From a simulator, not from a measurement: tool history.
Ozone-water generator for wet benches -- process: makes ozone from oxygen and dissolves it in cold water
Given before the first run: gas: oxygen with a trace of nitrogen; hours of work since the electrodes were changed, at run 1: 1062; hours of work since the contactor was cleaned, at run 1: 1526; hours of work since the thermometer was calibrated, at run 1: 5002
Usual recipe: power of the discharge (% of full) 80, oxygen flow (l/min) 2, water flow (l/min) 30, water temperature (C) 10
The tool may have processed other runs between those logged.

run,hour,power of the discharge (% of full),oxygen flow (l/min),water flow (l/min),water temperature (C),hours of work since the electrodes were changed,hours of work since the contactor was cleaned,hours of work since the thermometer was calibrated,dissolved ozone (ppm),ozone in the gas ahead of the water (g/m3)
1,0,80,2,30,10,1062,1526,5002,11.4,250.4
2,186.2,88,2,30,10,1234,1697,5173,12.3,265
3,291.9,80,2,30,10,1331,1795,5271,11.5,249.4
4,377.1,80,2,30,10,1410,1873,5349,11.5,251.3
5,453.6,80,2,30,10,1480,1944,5420,11.6,252.1
# hour 538.6: water thermometer calibrated
6,562.3,80,2,30,10,1580,2044,22,11.4,247.9
7,699.2,80,2,30,10,1706,2170,148,11.6,252.4
8,859.6,57,2,30,10,1854,2318,296,9.2,204.3
9,1030.3,69,2,30,10,2012,2475,453,10.5,227.8
10,1111.6,69,2,24,10,2087,2550,528,13.2,227.6
11,1249.7,80,2,30,10,2214,2677,655,11.6,248.8
12,1379.8,80,2,30,10,2334,2797,775,11.7,248.7
# hour 1470.5: contactor cleaned
13,1558.3,80,2,30,10,2495,81,936,11.3,249.5
14,1708.6,80,2,30,10,2633,219,1075,11.6,250.9
15,1846.6,74,1.59,34,6,2760,347,1202,9.1,271.7
16,1989.5,90,1.37,34,6,2892,478,1334,9.6,337.2
17,2132.4,90,1.37,34,6,3024,610,1465,9.7,340
18,2228.1,58,1.31,30,10,3112,698,1554,8,262.8
19,2361.9,86,3.29,30,9,3235,822,1677,13.8,193.6
20,2452.5,63,3.29,30,17,3319,905,1760,10.6,158.7
21,2584.7,80,2,21,16,3441,1027,1882,15.9,251.6
22,2700,68,3.31,46,10,3547,1133,1989,7.3,165.8
23,2871.6,80,2,42,7,3705,1291,2147,7.8,248.6
24,3052.6,80,2,42,7,3872,1458,2314,7.8,248.4

Hidden condition of the tool, last listed run before each entry between runs versus first listed run after:
Between runs 5 and 6: water thermometer calibrated (hour 538.6)
  true water temperature over the reading, C: 0.01 -> 0
Between runs 12 and 13: contactor cleaned (hour 1470.5)
  contactor's efficiency, % of a clean one's: 99.9 -> 100

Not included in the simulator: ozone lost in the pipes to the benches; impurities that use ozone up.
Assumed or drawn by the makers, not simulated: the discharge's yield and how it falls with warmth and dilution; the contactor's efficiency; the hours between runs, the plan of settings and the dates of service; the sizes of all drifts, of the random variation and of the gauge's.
